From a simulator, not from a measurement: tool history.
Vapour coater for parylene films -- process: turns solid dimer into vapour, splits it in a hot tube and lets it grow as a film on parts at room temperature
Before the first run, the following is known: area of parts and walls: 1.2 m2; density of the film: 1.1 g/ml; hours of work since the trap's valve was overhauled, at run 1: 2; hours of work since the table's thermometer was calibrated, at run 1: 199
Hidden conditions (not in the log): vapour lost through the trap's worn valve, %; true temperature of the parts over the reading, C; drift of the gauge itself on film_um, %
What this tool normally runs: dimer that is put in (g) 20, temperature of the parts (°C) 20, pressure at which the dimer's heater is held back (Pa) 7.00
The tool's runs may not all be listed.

run     day  dimer that is put in (g)  temperature of the parts (°C)  pressure at which the dimer's heater is held back (Pa)  hours of work since the trap's valve was overhauled  hours of work since the table's thermometer was calibrated  thickness of the film (um)
  1   0.000                        20                             20                                                    7.00                                                    2                                                         199                        7.95
  2   0.558                        20                             20                                                    5.53                                                    8                                                         205                        8.15
  3   0.912                        20                             21                                                    7.00                                                   12                                                         209                        7.73
  4   1.442                        20                             20                                                    7.61                                                   19                                                         216                        7.80
  5   2.129                        20                             20                                                    7.61                                                   26                                                         224                        7.84
  6   2.950                        20                             20                                                    7.61                                                   36                                                         233                        7.82
  7   3.729                        20                             20                                                    7.00                                                   45                                                         242                        7.94
  8   4.300                        20                             20                                                    7.00                                                   52                                                         249                        7.87
  9   4.742                        20                             20                                                    4.23                                                   57                                                         254                        8.40
 10   5.358                        20                             20                                                    4.23                                                   64                                                         261                        8.36
 11   5.958                        20                             20                                                    4.23                                                   71                                                         268                        8.34
 12   6.525                        20                             20                                                    4.23                                                   77                                                         274                        8.40
 13   6.858                        20                             19                                                    4.23                                                   81                                                         278                        8.56
 14   7.671                        20                             29                                                    4.23                                                   91                                                         288                        6.54
 15   8.117                        34                             15                                                    2.58                                                   96                                                         293                       17.22
 16   8.779                         9                             18                                                    7.00                                                  103                                                         300                        3.72
 17   9.450                        13                             16                                                   10.83                                                  111                                                         308                        5.40
 18  10.204                        15                             20                                                    2.73                                                  120                                                         317                        6.53
 19  10.900                        20                             20                                                    2.05                                                  128                                                         325                        9.02
 20  11.517                        20                             20                                                    5.26                                                  135                                                         332                        8.10
 21  12.329                        14                             20                                                    5.26                                                  144                                                         341                        5.62
 22  12.671                        14                             20                                                    5.26                                                  148                                                         345                        5.67
 23  13.275                        25                             20                                                    7.00                                                  155                                                         352                        9.74
 24  13.912                        25                             20                                                    7.00                                                  163                                                         360                        9.72
 25  14.708                        20                             20                                                    2.42                                                  172                                                         369                        8.76
 26  15.142                        20                             20                                                    2.42                                                  177                                                         374                        8.76
 27  15.725                        15                             32                                                    4.76                                                  184                                                         381                        4.39
 28  16.454                        15                             32                                                    4.76                                                  192                                                         389                        4.38

Forecast each of these 5 alternatives for the next run:
  A  16.883                        23                             20                                                    7.77                                                  197                                                         394                           ?
  B  16.883                        35                             20                                                    2.96                                                  197                                                         394                           ?
  C  16.883                        28                             14                                                    7.00                                                  197                                                         394                           ?
  D  16.883                        11                             25                                                    7.00                                                  197                                                         394                           ?
  E  16.883                        19                             20                                                    7.00                                                  197                                                         394                           ?

run  thickness of the film (um)
  A                        8.76
  B                       15.06
  C                       12.61
  D                        3.71
  E                        7.34
Without the tool's hidden state the same runs would have given:
run  thickness of the film (um)
  A                        9.10
  B                       15.65
  C                       13.10
  D                        3.85
  E                        7.63

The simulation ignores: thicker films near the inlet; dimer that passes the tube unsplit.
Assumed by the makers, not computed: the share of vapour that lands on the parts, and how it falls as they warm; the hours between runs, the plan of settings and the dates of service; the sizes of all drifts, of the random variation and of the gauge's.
